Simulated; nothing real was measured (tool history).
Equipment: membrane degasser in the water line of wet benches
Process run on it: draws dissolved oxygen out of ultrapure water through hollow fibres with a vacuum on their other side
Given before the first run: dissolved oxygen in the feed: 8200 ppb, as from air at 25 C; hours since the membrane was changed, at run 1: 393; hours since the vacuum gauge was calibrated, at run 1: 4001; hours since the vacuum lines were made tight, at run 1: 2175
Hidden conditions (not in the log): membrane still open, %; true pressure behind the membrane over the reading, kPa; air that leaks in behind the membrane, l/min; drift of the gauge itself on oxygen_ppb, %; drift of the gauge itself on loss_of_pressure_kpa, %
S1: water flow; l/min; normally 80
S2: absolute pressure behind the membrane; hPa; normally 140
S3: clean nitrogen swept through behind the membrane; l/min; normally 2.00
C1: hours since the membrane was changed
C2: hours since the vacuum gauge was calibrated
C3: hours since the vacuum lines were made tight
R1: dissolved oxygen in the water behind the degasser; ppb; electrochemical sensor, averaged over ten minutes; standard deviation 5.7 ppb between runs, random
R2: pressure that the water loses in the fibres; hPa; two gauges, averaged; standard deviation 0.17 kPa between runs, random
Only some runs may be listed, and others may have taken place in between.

Run 1, hour 0.0: usual settings; C1 393; C2 4001; C3 2175. Result: R1 884.3 ppb, R2 259.3 hPa.
At hour 30.9: vacuum gauge calibrated.
Run 2, hour 31.7: usual settings but S3 4.02 l/min; C1 424; C2 1; C3 2206. Result: R1 548.1 ppb, R2 259.9 hPa.
Run 3, hour 88.1: usual settings but S3 5.25 l/min; C1 481; C2 57; C3 2263. Result: R1 453.3 ppb, R2 265.1 hPa.
Run 4, hour 114.6: usual settings but S3 5.25 l/min; C1 507; C2 84; C3 2289. Result: R1 449.5 ppb, R2 265.6 hPa.
Run 5, hour 150.6: usual settings but S3 5.25 l/min; C1 543; C2 120; C3 2325. Result: R1 454.4 ppb, R2 267.1 hPa.
Run 6, hour 209.7: usual settings but S3 5.25 l/min; C1 602; C2 179; C3 2384. Result: R1 452.8 ppb, R2 261.1 hPa.
Run 7, hour 250.7: usual settings but S2 151 hPa, S3 5.25 l/min; C1 643; C2 220; C3 2425. Result: R1 486.2 ppb, R2 260.2 hPa.
Run 8, hour 307.4: usual settings; C1 700; C2 277; C3 2482. Result: R1 901.9 ppb, R2 263.4 hPa.
Run 9, hour 364.7: usual settings; C1 757; C2 334; C3 2539. Result: R1 884.5 ppb, R2 264.5 hPa.
At hour 378.0: vacuum gauge calibrated, once more.
Run 10, hour 408.9: usual settings; C1 801; C2 31; C3 2583. Result: R1 879.4 ppb, R2 261.6 hPa.
Run 11, hour 451.0: usual settings but S1 58 l/min, S2 85 hPa, S3 3.35 l/min; C1 843; C2 73; C3 2625. Result: R1 232.6 ppb, R2 189.0 hPa.
Run 12, hour 502.6: usual settings but S3 2.36 l/min; C1 895; C2 125; C3 2677. Result: R1 774.4 ppb, R2 262.6 hPa.
Run 13, hour 554.4: usual settings but S3 2.36 l/min; C1 947; C2 176; C3 2729. Result: R1 779.7 ppb, R2 263.5 hPa.
Run 14, hour 579.1: usual settings but S1 59 l/min, S2 169 hPa, S3 1.11 l/min; C1 971; C2 201; C3 2753. Result: R1 1234.8 ppb, R2 193.2 hPa.
Run 15, hour 606.4: usual settings but S1 59 l/min, S2 169 hPa, S3 1.11 l/min; C1 999; C2 228; C3 2780. Result: R1 1237.5 ppb, R2 193.1 hPa.
Run 16, hour 635.3: usual settings but S1 52 l/min, S2 325 hPa; C1 1028; C2 257; C3 2809. Result: R1 1418.9 ppb, R2 168.6 hPa.
Run 17, hour 690.4: usual settings but S1 52 l/min, S2 325 hPa, S3 0.85 l/min; C1 1083; C2 312; C3 2864. Result: R1 2461.6 ppb, R2 169.5 hPa.

Forecast each of these 3 alternatives for the next run:
Run A, hour 732.4: usual settings but S1 77 l/min, S2 325 hPa, S3 1.49 l/min; C1 1125; C2 354; C3 2906. Result: R1 ?, R2 ?.
Run B, hour 732.4: usual settings but S1 76 l/min, S2 325 hPa, S3 3.78 l/min; C1 1125; C2 354; C3 2906. Result: R1 ?, R2 ?.
Run C, hour 732.4: usual settings but S2 162 hPa, S3 4.17 l/min; C1 1125; C2 354; C3 2906. Result: R1 ?, R2 ?.

run      R1     R2
  A  2281.0  250.8
  B  1205.0  248.4
  C   605.1  261.3
Without the tool's unlogged condition, the same runs would have read:
run      R1     R2
  A  2280.7  249.0
  B  1202.9  246.7
  C   603.2  259.5
